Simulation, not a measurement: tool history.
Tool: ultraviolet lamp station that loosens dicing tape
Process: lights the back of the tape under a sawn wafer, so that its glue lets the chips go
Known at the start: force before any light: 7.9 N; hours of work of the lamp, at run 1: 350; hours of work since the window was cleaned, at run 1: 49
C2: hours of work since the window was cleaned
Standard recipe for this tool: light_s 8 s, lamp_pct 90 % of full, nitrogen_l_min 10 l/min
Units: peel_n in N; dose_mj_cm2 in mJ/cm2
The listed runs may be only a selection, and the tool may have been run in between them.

{"run": 1, "day": 0.0, "light_s": 8, "lamp_pct": 90, "nitrogen_l_min": 10, "hours of work of the lamp": 350, "C2": 49, "peel_n": 0.691, "dose_mj_cm2": 533}
{"run": 2, "day": 1.667, "light_s": 8, "lamp_pct": 90, "nitrogen_l_min": 10, "hours of work of the lamp": 380, "C2": 80, "peel_n": 0.718, "dose_mj_cm2": 531}
{"run": 3, "day": 3.296, "light_s": 8, "lamp_pct": 90, "nitrogen_l_min": 12, "hours of work of the lamp": 410, "C2": 110, "peel_n": 0.623, "dose_mj_cm2": 516}
{"run": 4, "day": 4.508, "light_s": 8, "lamp_pct": 90, "nitrogen_l_min": 12, "hours of work of the lamp": 432, "C2": 132, "peel_n": 0.651, "dose_mj_cm2": 509}
{"run": 5, "day": 6.171, "light_s": 8, "lamp_pct": 95, "nitrogen_l_min": 10, "hours of work of the lamp": 463, "C2": 163, "peel_n": 0.726, "dose_mj_cm2": 534}
{"run": 6, "day": 7.379, "light_s": 8, "lamp_pct": 77, "nitrogen_l_min": 10, "hours of work of the lamp": 485, "C2": 185, "peel_n": 1.119, "dose_mj_cm2": 423}
{"run": 7, "day": 8.546, "light_s": 16, "lamp_pct": 77, "nitrogen_l_min": 10, "hours of work of the lamp": 507, "C2": 206, "peel_n": 0.226, "dose_mj_cm2": 839}
{"run": 8, "day": 10.267, "light_s": 16, "lamp_pct": 77, "nitrogen_l_min": 10, "hours of work of the lamp": 538, "C2": 238, "peel_n": 0.233, "dose_mj_cm2": 812}
{"run": 9, "day": 11.638, "light_s": 16, "lamp_pct": 77, "nitrogen_l_min": 10, "hours of work of the lamp": 563, "C2": 263, "peel_n": 0.243, "dose_mj_cm2": 812}
{"run": 10, "day": 12.646, "light_s": 8, "lamp_pct": 90, "nitrogen_l_min": 10, "hours of work of the lamp": 582, "C2": 282, "peel_n": 0.922, "dose_mj_cm2": 466}
{"run": 11, "day": 13.654, "light_s": 5, "lamp_pct": 90, "nitrogen_l_min": 10, "hours of work of the lamp": 600, "C2": 300, "peel_n": 2.115, "dose_mj_cm2": 288}
{"run": 12, "day": 15.096, "light_s": 5, "lamp_pct": 90, "nitrogen_l_min": 10, "hours of work of the lamp": 627, "C2": 327, "peel_n": 2.149, "dose_mj_cm2": 284}
{"run": 13, "day": 16.404, "light_s": 6, "lamp_pct": 90, "nitrogen_l_min": 10, "hours of work of the lamp": 651, "C2": 351, "peel_n": 1.698, "dose_mj_cm2": 334}
{"run": 14, "day": 17.858, "light_s": 8, "lamp_pct": 90, "nitrogen_l_min": 10, "hours of work of the lamp": 678, "C2": 378, "peel_n": 1.048, "dose_mj_cm2": 438}
{"run": 15, "day": 19.517, "light_s": 8, "lamp_pct": 90, "nitrogen_l_min": 10, "hours of work of the lamp": 708, "C2": 408, "peel_n": 1.081, "dose_mj_cm2": 429}
{"day": 19.75, "done": "window cleaned of glue's vapour"}
{"run": 16, "day": 21.371, "light_s": 8, "lamp_pct": 90, "nitrogen_l_min": 10, "hours of work of the lamp": 742, "C2": 30, "peel_n": 0.794, "dose_mj_cm2": 507}
{"run": 17, "day": 22.4, "light_s": 8, "lamp_pct": 90, "nitrogen_l_min": 10, "hours of work of the lamp": 761, "C2": 49, "peel_n": 0.768, "dose_mj_cm2": 501}
{"run": 18, "day": 23.475, "light_s": 8, "lamp_pct": 90, "nitrogen_l_min": 10, "hours of work of the lamp": 780, "C2": 68, "peel_n": 0.807, "dose_mj_cm2": 495}
{"run": 19, "day": 24.258, "light_s": 8, "lamp_pct": 90, "nitrogen_l_min": 10, "hours of work of the lamp": 795, "C2": 83, "peel_n": 0.835, "dose_mj_cm2": 497}
{"run": 20, "day": 25.038, "light_s": 8, "lamp_pct": 90, "nitrogen_l_min": 10, "hours of work of the lamp": 809, "C2": 97, "peel_n": 0.845, "dose_mj_cm2": 491}
{"run": 21, "day": 26.812, "light_s": 8, "lamp_pct": 90, "nitrogen_l_min": 10, "hours of work of the lamp": 842, "C2": 130, "peel_n": 0.892, "dose_mj_cm2": 478}
{"run": 22, "day": 28.171, "light_s": 8, "lamp_pct": 90, "nitrogen_l_min": 10, "hours of work of the lamp": 867, "C2": 155, "peel_n": 0.906, "dose_mj_cm2": 474}
{"run": 23, "day": 29.175, "light_s": 6, "lamp_pct": 86, "nitrogen_l_min": 9, "hours of work of the lamp": 885, "C2": 173, "peel_n": 1.789, "dose_mj_cm2": 336}
{"run": 24, "day": 30.804, "light_s": 8, "lamp_pct": 68, "nitrogen_l_min": 10, "hours of work of the lamp": 915, "C2": 203, "peel_n": 1.552, "dose_mj_cm2": 348}
{"run": 25, "day": 32.471, "light_s": 8, "lamp_pct": 73, "nitrogen_l_min": 10, "hours of work of the lamp": 946, "C2": 234, "peel_n": 1.454, "dose_mj_cm2": 364}
{"run": 26, "day": 34.058, "light_s": 8, "lamp_pct": 73, "nitrogen_l_min": 10, "hours of work of the lamp": 975, "C2": 263, "peel_n": 1.497, "dose_mj_cm2": 355}
{"run": 27, "day": 35.329, "light_s": 8, "lamp_pct": 76, "nitrogen_l_min": 19, "hours of work of the lamp": 998, "C2": 286, "peel_n": 0.965, "dose_mj_cm2": 363}
{"run": 28, "day": 36.971, "light_s": 6, "lamp_pct": 64, "nitrogen_l_min": 19, "hours of work of the lamp": 1028, "C2": 316, "peel_n": 2.084, "dose_mj_cm2": 230}
{"run": 29, "day": 38.696, "light_s": 6, "lamp_pct": 64, "nitrogen_l_min": 19, "hours of work of the lamp": 1060, "C2": 348, "peel_n": 2.174, "dose_mj_cm2": 223}
{"run": 30, "day": 39.771, "light_s": 6, "lamp_pct": 64, "nitrogen_l_min": 19, "hours of work of the lamp": 1080, "C2": 368, "peel_n": 2.201, "dose_mj_cm2": 219}
{"run": 31, "day": 40.975, "light_s": 6, "lamp_pct": 84, "nitrogen_l_min": 17, "hours of work of the lamp": 1102, "C2": 390, "peel_n": 1.556, "dose_mj_cm2": 285}
{"day": 42.188, "done": "window cleaned of glue's vapour"}
{"run": 32, "day": 42.658, "light_s": 9, "lamp_pct": 91, "nitrogen_l_min": 20, "hours of work of the lamp": 1133, "C2": 9, "peel_n": 0.367, "dose_mj_cm2": 538}
{"run": 33, "day": 44.029, "light_s": 5, "lamp_pct": 91, "nitrogen_l_min": 18, "hours of work of the lamp": 1158, "C2": 34, "peel_n": 1.489, "dose_mj_cm2": 294}
{"run": 34, "day": 45.088, "light_s": 5, "lamp_pct": 91, "nitrogen_l_min": 18, "hours of work of the lamp": 1177, "C2": 53, "peel_n": 1.511, "dose_mj_cm2": 297}
{"run": 35, "day": 46.021, "light_s": 5, "lamp_pct": 91, "nitrogen_l_min": 18, "hours of work of the lamp": 1194, "C2": 70, "peel_n": 1.509, "dose_mj_cm2": 292}
{"run": 36, "day": 47.704, "light_s": 5, "lamp_pct": 91, "nitrogen_l_min": 18, "hours of work of the lamp": 1225, "C2": 101, "peel_n": 1.532, "dose_mj_cm2": 284}
{"run": 37, "day": 49.317, "light_s": 11, "lamp_pct": 90, "nitrogen_l_min": 10, "hours of work of the lamp": 1255, "C2": 131, "peel_n": 0.508, "dose_mj_cm2": 605}
{"run": 38, "day": 50.892, "light_s": 10, "lamp_pct": 90, "nitrogen_l_min": 10, "hours of work of the lamp": 1284, "C2": 160, "peel_n": 0.676, "dose_mj_cm2": 546}
{"run": 39, "day": 51.904, "light_s": 7, "lamp_pct": 90, "nitrogen_l_min": 6, "hours of work of the lamp": 1302, "C2": 179, "peel_n": 1.875, "dose_mj_cm2": 374}
{"run": 40, "day": 52.671, "light_s": 7, "lamp_pct": 91, "nitrogen_l_min": 19, "hours of work of the lamp": 1316, "C2": 193, "peel_n": 0.922, "dose_mj_cm2": 376}
{"run": 41, "day": 53.783, "light_s": 8, "lamp_pct": 84, "nitrogen_l_min": 10, "hours of work of the lamp": 1337, "C2": 213, "peel_n": 1.266, "dose_mj_cm2": 397}
{"run": 42, "day": 55.05, "light_s": 8, "lamp_pct": 84, "nitrogen_l_min": 10, "hours of work of the lamp": 1360, "C2": 236, "peel_n": 1.345, "dose_mj_cm2": 389}
{"run": 43, "day": 56.392, "light_s": 15, "lamp_pct": 67, "nitrogen_l_min": 5, "hours of work of the lamp": 1385, "C2": 261, "peel_n": 1.102, "dose_mj_cm2": 570}

Below, each run's measurement less what the same run would have read without the hidden state. Both values contain the same run-to-run variation, but the gauge's scatter may not be the same in both:
The tool's hidden condition here consists of: lamp's light, % of a new lamp's; light that the window lets through, % of a clean one's; drift of the gauge itself on peel_n, %; drift of the gauge itself on dose_mj_cm2, %.
run=1 peel_n=+0.141 dose_mj_cm2=-54
run=2 peel_n=+0.167 dose_mj_cm2=-64
run=3 peel_n=+0.171 dose_mj_cm2=-74
run=4 peel_n=+0.193 dose_mj_cm2=-81
run=5 peel_n=+0.233 dose_mj_cm2=-95
run=6 peel_n=+0.340 dose_mj_cm2=-82
run=7 peel_n=+0.082 dose_mj_cm2=-176
run=8 peel_n=+0.095 dose_mj_cm2=-189
run=9 peel_n=+0.102 dose_mj_cm2=-203
run=10 peel_n=+0.376 dose_mj_cm2=-124
run=11 peel_n=+0.655 dose_mj_cm2=-80
run=12 peel_n=+0.697 dose_mj_cm2=-86
run=13 peel_n=+0.656 dose_mj_cm2=-109
run=14 peel_n=+0.503 dose_mj_cm2=-153
run=15 peel_n=+0.537 dose_mj_cm2=-161
run=16 peel_n=+0.232 dose_mj_cm2=-83
run=17 peel_n=+0.241 dose_mj_cm2=-89
run=18 peel_n=+0.263 dose_mj_cm2=-94
run=19 peel_n=+0.284 dose_mj_cm2=-99
run=20 peel_n=+0.298 dose_mj_cm2=-104
run=21 peel_n=+0.335 dose_mj_cm2=-113
run=22 peel_n=+0.362 dose_mj_cm2=-120
run=23 peel_n=+0.572 dose_mj_cm2=-89
run=24 peel_n=+0.564 dose_mj_cm2=-102
run=25 peel_n=+0.579 dose_mj_cm2=-115
run=26 peel_n=+0.621 dose_mj_cm2=-121
run=27 peel_n=+0.481 dose_mj_cm2=-132
run=28 peel_n=+0.817 dose_mj_cm2=-88
run=29 peel_n=+0.888 dose_mj_cm2=-93
run=30 peel_n=+0.919 dose_mj_cm2=-95
run=31 peel_n=+0.776 dose_mj_cm2=-129
run=32 peel_n=+0.159 dose_mj_cm2=-130
run=33 peel_n=+0.511 dose_mj_cm2=-77
run=34 peel_n=+0.537 dose_mj_cm2=-81
run=35 peel_n=+0.553 dose_mj_cm2=-83
run=36 peel_n=+0.591 dose_mj_cm2=-89
run=37 peel_n=+0.269 dose_mj_cm2=-205
run=38 peel_n=+0.368 dose_mj_cm2=-197
run=39 peel_n=+0.760 dose_mj_cm2=-143
run=40 peel_n=+0.490 dose_mj_cm2=-147
run=41 peel_n=+0.634 dose_mj_cm2=-162
run=42 peel_n=+0.693 dose_mj_cm2=-167
run=43 peel_n=+0.615 dose_mj_cm2=-259
